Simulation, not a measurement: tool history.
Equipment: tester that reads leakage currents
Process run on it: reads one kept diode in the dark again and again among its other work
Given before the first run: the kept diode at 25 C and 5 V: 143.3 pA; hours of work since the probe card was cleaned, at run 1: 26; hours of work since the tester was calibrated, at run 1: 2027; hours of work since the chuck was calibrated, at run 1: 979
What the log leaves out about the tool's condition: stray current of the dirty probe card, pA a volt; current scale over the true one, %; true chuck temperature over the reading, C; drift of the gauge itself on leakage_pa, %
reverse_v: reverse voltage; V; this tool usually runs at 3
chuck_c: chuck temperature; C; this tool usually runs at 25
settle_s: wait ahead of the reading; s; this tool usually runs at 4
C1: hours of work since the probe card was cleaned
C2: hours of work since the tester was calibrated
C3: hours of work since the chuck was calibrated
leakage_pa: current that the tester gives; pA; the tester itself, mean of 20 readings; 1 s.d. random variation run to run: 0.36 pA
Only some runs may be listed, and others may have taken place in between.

{"run": 1, "hour": 0.0, "reverse_v": 3, "chuck_c": 25, "settle_s": 4, "C1": 26, "C2": 2027, "C3": 979, "leakage_pa": 107.71}
{"hour": 70.7, "done": "chuck's temperature calibrated"}
{"run": 2, "hour": 138.3, "reverse_v": 3, "chuck_c": 25, "settle_s": 0.47, "C1": 96, "C2": 2097, "C3": 35, "leakage_pa": 120.69}
{"run": 3, "hour": 343.0, "reverse_v": 3, "chuck_c": 25, "settle_s": 0.47, "C1": 202, "C2": 2203, "C3": 140, "leakage_pa": 120.25}
{"run": 4, "hour": 510.6, "reverse_v": 5.56, "chuck_c": 25, "settle_s": 0.47, "C1": 288, "C2": 2289, "C3": 227, "leakage_pa": 152.32}
{"hour": 637.0, "done": "tester calibrated"}
{"run": 5, "hour": 688.7, "reverse_v": 5.56, "chuck_c": 37, "settle_s": 0.47, "C1": 379, "C2": 27, "C3": 318, "leakage_pa": 393.06}
{"run": 6, "hour": 825.7, "reverse_v": 3, "chuck_c": 25, "settle_s": 0.61, "C1": 449, "C2": 97, "C3": 388, "leakage_pa": 115.34}
{"run": 7, "hour": 936.4, "reverse_v": 12.22, "chuck_c": 25, "settle_s": 4, "C1": 506, "C2": 154, "C3": 445, "leakage_pa": 198.63}
{"run": 8, "hour": 1035.1, "reverse_v": 12.22, "chuck_c": 25, "settle_s": 4, "C1": 557, "C2": 205, "C3": 496, "leakage_pa": 198.35}
{"run": 9, "hour": 1192.4, "reverse_v": 3, "chuck_c": 25, "settle_s": 4, "C1": 638, "C2": 286, "C3": 577, "leakage_pa": 112.9}
{"run": 10, "hour": 1396.4, "reverse_v": 1.53, "chuck_c": 25, "settle_s": 4, "C1": 743, "C2": 391, "C3": 682, "leakage_pa": 85.85}
{"run": 11, "hour": 1501.6, "reverse_v": 1.53, "chuck_c": 25, "settle_s": 4, "C1": 798, "C2": 446, "C3": 737, "leakage_pa": 85.71}
{"run": 12, "hour": 1666.2, "reverse_v": 3, "chuck_c": 23, "settle_s": 4, "C1": 883, "C2": 530, "C3": 821, "leakage_pa": 93.44}
{"run": 13, "hour": 1751.4, "reverse_v": 3, "chuck_c": 23, "settle_s": 4, "C1": 926, "C2": 574, "C3": 865, "leakage_pa": 92.96}
{"run": 14, "hour": 1878.2, "reverse_v": 3, "chuck_c": 24, "settle_s": 0.61, "C1": 992, "C2": 640, "C3": 931, "leakage_pa": 102.25}
{"hour": 2042.7, "done": "chuck's temperature calibrated"}
{"run": 15, "hour": 2060.5, "reverse_v": 3, "chuck_c": 24, "settle_s": 0.61, "C1": 1085, "C2": 733, "C3": 9, "leakage_pa": 111.79}
{"run": 16, "hour": 2224.0, "reverse_v": 1.54, "chuck_c": 23, "settle_s": 2.14, "C1": 1169, "C2": 817, "C3": 93, "leakage_pa": 77.36}
{"run": 17, "hour": 2402.8, "reverse_v": 15.17, "chuck_c": 23, "settle_s": 0.52, "C1": 1261, "C2": 909, "C3": 186, "leakage_pa": 202.23}
{"run": 18, "hour": 2576.1, "reverse_v": 15.17, "chuck_c": 25, "settle_s": 3.58, "C1": 1351, "C2": 998, "C3": 275, "leakage_pa": 230.06}
{"run": 19, "hour": 2764.5, "reverse_v": 1.35, "chuck_c": 46, "settle_s": 2.55, "C1": 1448, "C2": 1096, "C3": 372, "leakage_pa": 451.25}
{"run": 20, "hour": 2894.0, "reverse_v": 5.38, "chuck_c": 25, "settle_s": 1.6, "C1": 1514, "C2": 1162, "C3": 439, "leakage_pa": 148.16}
{"run": 21, "hour": 3096.2, "reverse_v": 1.37, "chuck_c": 21, "settle_s": 0.41, "C1": 1619, "C2": 1267, "C3": 543, "leakage_pa": 60.23}
{"run": 22, "hour": 3292.7, "reverse_v": 1.37, "chuck_c": 21, "settle_s": 0.41, "C1": 1720, "C2": 1368, "C3": 644, "leakage_pa": 60.36}
{"run": 23, "hour": 3401.4, "reverse_v": 3.23, "chuck_c": 22, "settle_s": 4.04, "C1": 1776, "C2": 1424, "C3": 700, "leakage_pa": 91.64}
{"run": 24, "hour": 3559.1, "reverse_v": 3.23, "chuck_c": 22, "settle_s": 4.04, "C1": 1857, "C2": 1505, "C3": 782, "leakage_pa": 90.61}
{"run": 25, "hour": 3660.5, "reverse_v": 14.19, "chuck_c": 29, "settle_s": 0.75, "C1": 1910, "C2": 1557, "C3": 834, "leakage_pa": 299.91}

Below are 4 alternative next runs, each starting from the tool's condition after run 25. Predict each:
{"run": "A", "hour": 3783.6, "reverse_v": 3, "chuck_c": 26, "settle_s": 4, "C1": 1973, "C2": 1621, "C3": 897, "leakage_pa": "?"}
{"run": "B", "hour": 3783.6, "reverse_v": 2.63, "chuck_c": 23, "settle_s": 0.75, "C1": 1973, "C2": 1621, "C3": 897, "leakage_pa": "?"}
{"run": "C", "hour": 3783.6, "reverse_v": 14.19, "chuck_c": 29, "settle_s": 8.47, "C1": 1973, "C2": 1621, "C3": 897, "leakage_pa": "?"}
{"run": "D", "hour": 3783.6, "reverse_v": 6.29, "chuck_c": 28, "settle_s": 2.29, "C1": 1973, "C2": 1621, "C3": 897, "leakage_pa": "?"}

run=A leakage_pa=121.78
run=B leakage_pa=89.86
run=C leakage_pa=296.37
run=D leakage_pa=193.8
Without the tool's hidden state the same runs would have given:
run=A leakage_pa=128.69
run=B leakage_pa=94.39
run=C leakage_pa=299.99
run=D leakage_pa=201.75

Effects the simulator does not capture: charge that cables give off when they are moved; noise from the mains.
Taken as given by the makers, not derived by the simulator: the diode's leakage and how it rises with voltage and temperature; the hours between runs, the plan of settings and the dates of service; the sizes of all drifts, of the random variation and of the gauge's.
